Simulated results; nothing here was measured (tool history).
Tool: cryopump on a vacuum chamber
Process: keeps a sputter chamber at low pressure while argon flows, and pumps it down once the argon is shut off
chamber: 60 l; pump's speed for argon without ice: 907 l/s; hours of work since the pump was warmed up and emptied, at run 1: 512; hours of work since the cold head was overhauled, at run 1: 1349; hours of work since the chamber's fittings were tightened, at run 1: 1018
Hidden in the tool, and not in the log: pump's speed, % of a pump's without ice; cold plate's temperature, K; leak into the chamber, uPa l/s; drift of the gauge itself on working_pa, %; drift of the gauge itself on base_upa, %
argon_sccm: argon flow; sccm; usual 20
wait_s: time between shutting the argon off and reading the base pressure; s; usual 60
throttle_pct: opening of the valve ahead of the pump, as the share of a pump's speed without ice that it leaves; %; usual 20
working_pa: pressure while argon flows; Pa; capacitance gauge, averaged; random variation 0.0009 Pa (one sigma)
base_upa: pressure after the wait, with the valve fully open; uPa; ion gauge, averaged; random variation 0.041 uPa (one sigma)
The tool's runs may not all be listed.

run	day	argon_sccm	wait_s	throttle_pct	hours of work since the pump was warmed up and emptied	hours of work since the cold head was overhauled	hours of work since the chamber's fittings were tightened	working_pa	base_upa
1	0	20	60	20	512	1349	1018	0.1957	3.33
2	2.729	20	60	20	551	1387	1056	0.1974	3.24
3	5.246	20	60	20	586	1422	1091	0.198	3.42
4	7.496	20	60	16	618	1454	1123	0.2454	3.36
5	10.325	20	60	20	657	1494	1162	0.1998	3.48
6	13.496	20	60	20	702	1538	1207	0.1985	3.55
7	15.846	20	74	20	735	1571	1240	0.2003	3.23
8	17.212	20	74	20	754	1590	1259	0.2029	3.18
9	20.267	10	60	20	797	1633	1302	0.1004	3.65
# day 21.246: pump warmed up, emptied and cooled again
10	21.867	20	60	20	9	1653	1321	0.1875	3.17
11	23.412	20	60	20	30	1674	1343	0.1869	3.16
12	26.133	9	31	48	69	1712	1381	0.0361	5.01
13	28.179	18	37	48	97	1741	1410	0.0723	4.42
14	30.55	16	62	37	131	1774	1443	0.0823	3.23
15	31.904	20	62	47	150	1793	1462	0.0828	3.28
16	33.592	18	60	57	173	1817	1486	0.0615	3.37
17	36.708	11	124	57	217	1861	1530	0.0381	2.31
18	39.567	11	124	57	257	1901	1570	0.0381	2.4
19	40.867	33	60	48	275	1919	1588	0.1371	3.45
20	42.35	16	118	23	296	1940	1609	0.1326	2.52
21	44.396	35	118	21	325	1969	1637	0.3216	2.51
22	46.446	10	49	21	353	1997	1666	0.0918	4.04

Forecast each of these 5 alternatives for the next run:
A	49.4	14	49	55	395	2039	1708	?	?
B	49.4	10	35	18	395	2039	1708	?	?
C	49.4	10	280	21	395	2039	1708	?	?
D	49.4	10	49	27	395	2039	1708	?	?
E	49.4	10	161	26	395	2039	1708	?	?

run	working_pa	base_upa
A	0.0522	4.09
B	0.107	5.09
C	0.0925	1.99
D	0.0723	4.01
E	0.0759	2.42
Without the tool's hidden state the same runs would have given:
run	working_pa	base_upa
A	0.047	2.83
B	0.1033	3.83
C	0.0888	0.74
D	0.0686	2.77
E	0.0721	1.13
